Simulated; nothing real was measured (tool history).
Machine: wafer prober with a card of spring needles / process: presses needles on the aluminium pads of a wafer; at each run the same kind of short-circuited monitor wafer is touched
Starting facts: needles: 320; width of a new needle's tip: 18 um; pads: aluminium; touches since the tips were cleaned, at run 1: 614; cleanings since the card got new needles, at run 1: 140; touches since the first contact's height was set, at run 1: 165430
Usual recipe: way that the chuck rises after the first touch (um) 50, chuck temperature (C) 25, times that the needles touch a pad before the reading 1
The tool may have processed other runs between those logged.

run,hour,way that the chuck rises after the first touch (um),chuck temperature (C),times that the needles touch a pad before the reading,touches since the tips were cleaned,cleanings since the card got new needles,touches since the first contact's height was set,resistance of one needle with its contact and lead (mohm),way that a needle slides on the pad (um)
1,0,50,25,1,614,140,165430,356,8.59
# hour 15.5: tips cleaned on abrasive film
# hour 33.9: tips cleaned on abrasive film
# hour 52.9: tips cleaned on abrasive film
2,65.8,50,25,1,6371,143,197903,562,8.55
# hour 72.3: tips cleaned on abrasive film
# hour 91.7: tips cleaned on abrasive film
3,96.5,50,25,1,2353,145,213027,464,8.55
# hour 107.6: height of the first contact set anew
# hour 111.8: tips cleaned on abrasive film
# hour 128.8: tips cleaned on abrasive film
# hour 147.4: tips cleaned on abrasive film
4,153.8,50,25,1,3185,148,22766,483,8.71
# hour 165.9: tips cleaned on abrasive film
# hour 185.1: tips cleaned on abrasive film
# hour 204.1: tips cleaned on abrasive film
5,205.6,50,25,1,741,151,48282,362,8.66
# hour 220.5: tips cleaned on abrasive film
# hour 238.6: tips cleaned on abrasive film
6,239,50,25,1,232,153,64774,317,8.78
# hour 257.9: tips cleaned on abrasive film
# hour 276.9: tips cleaned on abrasive film
# hour 293.3: tips cleaned on abrasive film
7,293.3,50,25,1,0,156,91554,289,8.67
# hour 312.3: tips cleaned on abrasive film
# hour 331.6: tips cleaned on abrasive film
# hour 350.8: tips cleaned on abrasive film
8,353.7,50,25,1,1434,159,121333,438,8.65
# hour 367.4: tips cleaned on abrasive film
# hour 385.7: tips cleaned on abrasive film
9,400.5,62,25,1,7328,161,144460,467,10.74
# hour 403.4: tips cleaned on abrasive film
# hour 422.2: tips cleaned on abrasive film
# hour 441.6: tips cleaned on abrasive film
10,452.2,39,82,1,5230,164,169914,733,6.62

Forecast each of these 4 alternatives for the next run:
# hour 460.4: tips cleaned on abrasive film
# hour 479.5: tips cleaned on abrasive film
A,494.2,45,26,1,7277,166,190644,?,?
# hour 460.4: tips cleaned on abrasive film
# hour 479.5: tips cleaned on abrasive film
B,494.2,48,82,1,7277,166,190644,?,?
# hour 460.4: tips cleaned on abrasive film
# hour 479.5: tips cleaned on abrasive film
C,494.2,50,25,2,7277,166,190644,?,?
# hour 460.4: tips cleaned on abrasive film
# hour 479.5: tips cleaned on abrasive film
D,494.2,50,25,2,7277,166,190644,?,?

run,resistance of one needle with its contact and lead (mohm),way that a needle slides on the pad (um)
A,647,7.64
B,588,8.23
C,451,8.55
D,459,8.57
Take away the tool's hidden state, keep each run's random variation, and the runs would have read:
run,resistance of one needle with its contact and lead (mohm),way that a needle slides on the pad (um)
A,273,7.85
B,285,8.43
C,266,8.76
D,271,8.77

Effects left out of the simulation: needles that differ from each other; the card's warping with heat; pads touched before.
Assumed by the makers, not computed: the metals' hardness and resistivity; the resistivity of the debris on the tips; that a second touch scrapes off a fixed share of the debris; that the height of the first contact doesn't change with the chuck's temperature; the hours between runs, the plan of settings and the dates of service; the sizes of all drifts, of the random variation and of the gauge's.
